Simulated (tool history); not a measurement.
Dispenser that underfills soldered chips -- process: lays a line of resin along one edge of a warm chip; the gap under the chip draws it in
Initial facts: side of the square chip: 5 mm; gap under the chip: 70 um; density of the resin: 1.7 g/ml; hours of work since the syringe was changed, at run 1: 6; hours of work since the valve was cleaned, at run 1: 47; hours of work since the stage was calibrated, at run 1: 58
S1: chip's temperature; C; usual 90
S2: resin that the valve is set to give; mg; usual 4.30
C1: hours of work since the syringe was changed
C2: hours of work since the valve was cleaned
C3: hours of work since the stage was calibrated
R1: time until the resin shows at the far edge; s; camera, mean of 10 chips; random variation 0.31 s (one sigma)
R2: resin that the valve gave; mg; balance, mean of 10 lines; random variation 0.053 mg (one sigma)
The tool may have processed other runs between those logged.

Run 1, hour 0.0: usual settings; C1 6; C2 47; C3 58. Result: R1 9.5 s, R2 4.29 mg.
Run 2, hour 3.7: usual settings but S2 4.20 mg; C1 9; C2 50; C3 61. Result: R1 11.0 s, R2 4.00 mg.
At hour 6.0: new syringe of resin.
Run 3, hour 7.8: usual settings but S2 4.20 mg; C1 1; C2 52; C3 63. Result: R1 7.2 s, R2 4.00 mg.
Run 4, hour 14.2: usual settings but S1 94 C, S2 4.20 mg; C1 6; C2 57; C3 68. Result: R1 8.4 s, R2 3.97 mg.
At hour 20.7: new syringe of resin.
Run 5, hour 20.7: usual settings but S1 94 C, S2 4.20 mg; C1 0; C2 61; C3 72. Result: R1 5.8 s, R2 3.95 mg.
Run 6, hour 26.4: usual settings but S1 94 C, S2 4.20 mg; C1 4; C2 65; C3 76. Result: R1 7.4 s, R2 4.01 mg.
Run 7, hour 30.4: usual settings but S1 94 C, S2 4.20 mg; C1 7; C2 68; C3 79. Result: R1 8.7 s, R2 3.98 mg.
Run 8, hour 34.5: usual settings but S2 4.82 mg; C1 10; C2 71; C3 82. Result: R1 12.1 s, R2 4.60 mg.
At hour 35.3: new syringe of resin.
Run 9, hour 40.5: usual settings but S1 83 C; C1 4; C2 75; C3 86. Result: R1 10.3 s, R2 4.05 mg.
Run 10, hour 45.5: usual settings but S1 83 C; C1 7; C2 78; C3 90. Result: R1 13.6 s, R2 3.99 mg.
At hour 50.4: new syringe of resin.
Run 11, hour 50.8: usual settings but S1 92 C, S2 3.91 mg; C1 0; C2 82; C3 93. Result: R1 6.7 s, R2 3.69 mg.
Run 12, hour 56.0: usual settings but S1 85 C; C1 4; C2 86; C3 97. Result: R1 10.4 s, R2 3.99 mg.
Run 13, hour 59.9: usual settings but S1 94 C; C1 7; C2 88; C3 100. Result: R1 8.6 s, R2 3.96 mg.
At hour 65.4: new syringe of resin.
Run 14, hour 66.3: usual settings but S1 84 C, S2 3.78 mg; C1 1; C2 93; C3 104. Result: R1 8.8 s, R2 3.44 mg.
Run 15, hour 71.3: usual settings but S1 92 C, S2 3.70 mg; C1 4; C2 96; C3 108. Result: R1 7.9 s, R2 3.48 mg.

Predict the results of run 16:
Run 16, hour 76.2: usual settings but S1 93 C, S2 4.83 mg; C1 8; C2 100; C3 111. Result: R1 ?, R2 ?.

{"run 16": {"R1": 8.6, "R2": 4.34}}
With the hidden condition absent and the run-to-run variation left alone, this run would have shown R1 5.2 s, R2 4.74 mg.
